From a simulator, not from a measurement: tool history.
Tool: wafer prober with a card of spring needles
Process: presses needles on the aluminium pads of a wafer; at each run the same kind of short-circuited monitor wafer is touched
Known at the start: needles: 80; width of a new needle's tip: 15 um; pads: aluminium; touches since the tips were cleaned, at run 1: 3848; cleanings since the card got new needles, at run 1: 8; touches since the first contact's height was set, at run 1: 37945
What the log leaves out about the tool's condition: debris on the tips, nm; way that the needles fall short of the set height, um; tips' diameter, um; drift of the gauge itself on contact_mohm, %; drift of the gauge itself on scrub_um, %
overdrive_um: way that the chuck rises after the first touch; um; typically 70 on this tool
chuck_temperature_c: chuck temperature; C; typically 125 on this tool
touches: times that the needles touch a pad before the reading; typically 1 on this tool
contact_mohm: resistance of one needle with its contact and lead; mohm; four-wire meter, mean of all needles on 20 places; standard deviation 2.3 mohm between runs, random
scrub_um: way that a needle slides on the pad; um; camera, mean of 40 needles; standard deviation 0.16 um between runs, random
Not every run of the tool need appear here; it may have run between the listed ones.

| run | day | overdrive_um | chuck_temperature_c | touches | touches since the tips were cleaned | cleanings since the card got new needles | touches since the first contact's height was set | contact_mohm | scrub_um |
|---|---|---|---|---|---|---|---|---|---|
| 1 | 0.000 | 70 | 125 | 1 | 3848 | 8 | 37945 | 326 | 15.74 |
|  | 0.062 | tips cleaned on abrasive film |
| 2 | 0.546 | 70 | 125 | 1 | 3583 | 9 | 41974 | 319 | 15.74 |
|  | 0.642 | tips cleaned on abrasive film |
| 3 | 0.912 | 70 | 125 | 1 | 2018 | 10 | 44668 | 306 | 15.90 |
| 4 | 1.154 | 70 | 125 | 1 | 3803 | 10 | 46453 | 322 | 15.80 |
|  | 1.233 | tips cleaned on abrasive film |
| 5 | 1.475 | 70 | 125 | 1 | 1770 | 11 | 48787 | 301 | 15.94 |
|  | 1.842 | tips cleaned on abrasive film |
| 6 | 1.875 | 70 | 123 | 1 | 235 | 12 | 51729 | 275 | 15.80 |
| 7 | 2.338 | 70 | 123 | 1 | 3682 | 12 | 55176 | 320 | 16.12 |
|  | 2.421 | tips cleaned on abrasive film |
| 8 | 2.575 | 70 | 125 | 1 | 1121 | 13 | 56886 | 298 | 15.95 |
|  | 3.021 | tips cleaned on abrasive film |
| 9 | 3.058 | 76 | 88 | 1 | 272 | 14 | 60449 | 264 | 17.34 |
| 10 | 3.288 | 65 | 70 | 2 | 1988 | 14 | 62165 | 285 | 14.51 |
|  | 3.612 | tips cleaned on abrasive film |
| 11 | 3.692 | 57 | 52 | 1 | 576 | 15 | 65106 | 284 | 12.76 |

Forecast run 12:
|  | 4.217 | tips cleaned on abrasive film |
| 12 | 4.258 | 75 | 55 | 1 | 313 | 16 | 69288 | ? | ? |

Logged for run 12: contact_mohm 261 mohm, scrub_um 16.84 um.
Without the tool's hidden state the same run would have given contact_mohm 244 mohm, scrub_um 17.29 um.
